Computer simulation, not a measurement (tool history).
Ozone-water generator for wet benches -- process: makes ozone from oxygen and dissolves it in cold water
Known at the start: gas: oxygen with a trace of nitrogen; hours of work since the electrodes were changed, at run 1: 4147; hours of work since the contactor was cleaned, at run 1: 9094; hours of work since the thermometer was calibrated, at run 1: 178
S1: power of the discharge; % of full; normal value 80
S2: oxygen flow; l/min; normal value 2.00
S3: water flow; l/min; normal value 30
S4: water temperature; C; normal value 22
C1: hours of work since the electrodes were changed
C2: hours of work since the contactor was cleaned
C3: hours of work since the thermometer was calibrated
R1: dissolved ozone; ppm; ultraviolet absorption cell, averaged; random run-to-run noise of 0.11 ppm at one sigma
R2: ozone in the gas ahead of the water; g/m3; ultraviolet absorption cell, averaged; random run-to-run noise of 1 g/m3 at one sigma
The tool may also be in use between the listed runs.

run 1 hour=0.0 | S1=80 S2=2.00 S3=30 S4=22 | C1=4147 C2=9094 C3=178 | R1=8.5 R2=183.5
run 2 hour=104.4 | S1=80 S2=2.54 S3=30 S4=22 | C1=4250 C2=9197 C3=281 | R1=8.8 R2=157.6
run 3 hour=190.2 | S1=80 S2=2.00 S3=30 S4=22 | C1=4335 C2=9282 C3=366 | R1=8.3 R2=182.4
-- hour=225.2 contactor cleaned
run 4 hour=269.1 | S1=80 S2=2.79 S3=30 S4=22 | C1=4409 C2=43 C3=439 | R1=8.8 R2=148.6
run 5 hour=368.8 | S1=80 S2=2.79 S3=30 S4=22 | C1=4507 C2=142 C3=538 | R1=8.8 R2=147.7
run 6 hour=417.5 | S1=80 S2=2.79 S3=30 S4=22 | C1=4555 C2=190 C3=586 | R1=8.5 R2=148.2
run 7 hour=514.4 | S1=80 S2=2.79 S3=30 S4=22 | C1=4651 C2=286 C3=682 | R1=9.0 R2=149.4
run 8 hour=621.3 | S1=80 S2=2.79 S3=30 S4=22 | C1=4756 C2=391 C3=787 | R1=8.6 R2=148.1
run 9 hour=732.9 | S1=80 S2=2.00 S3=30 S4=17 | C1=4867 C2=501 C3=897 | R1=8.7 R2=184.0
run 10 hour=780.1 | S1=80 S2=3.14 S3=30 S4=22 | C1=4913 C2=548 C3=944 | R1=9.0 R2=137.1
run 11 hour=828.7 | S1=80 S2=1.38 S3=42 S4=14 | C1=4961 C2=596 C3=992 | R1=5.8 R2=236.5
run 12 hour=887.4 | S1=51 S2=2.00 S3=30 S4=22 | C1=5019 C2=654 C3=1050 | R1=6.1 R2=132.4
run 13 hour=967.8 | S1=51 S2=3.37 S3=24 S4=22 | C1=5099 C2=733 C3=1129 | R1=7.7 R2=95.6
run 14 hour=1041.4 | S1=51 S2=3.24 S3=18 S4=23 | C1=5171 C2=806 C3=1202 | R1=9.6 R2=97.5
run 15 hour=1099.3 | S1=51 S2=3.24 S3=18 S4=23 | C1=5228 C2=863 C3=1259 | R1=9.6 R2=97.1
run 16 hour=1159.7 | S1=51 S2=3.24 S3=24 S4=23 | C1=5288 C2=923 C3=1319 | R1=7.6 R2=97.6
run 17 hour=1239.2 | S1=51 S2=3.24 S3=24 S4=23 | C1=5366 C2=1001 C3=1397 | R1=7.6 R2=96.9
run 18 hour=1341.0 | S1=49 S2=2.14 S3=29 S4=22 | C1=5467 C2=1102 C3=1498 | R1=6.3 R2=122.8

What will run 19 give?
run 19 hour=1446.7 | S1=49 S2=2.14 S3=29 S4=22 | C1=5571 C2=1206 C3=1602 | R1=? R2=?

{"run 19": {"R1": 6.2, "R2": 124.3}}
Without the tool's hidden state the same run would have given R1 6.2 ppm, R2 122.7 g/m3.
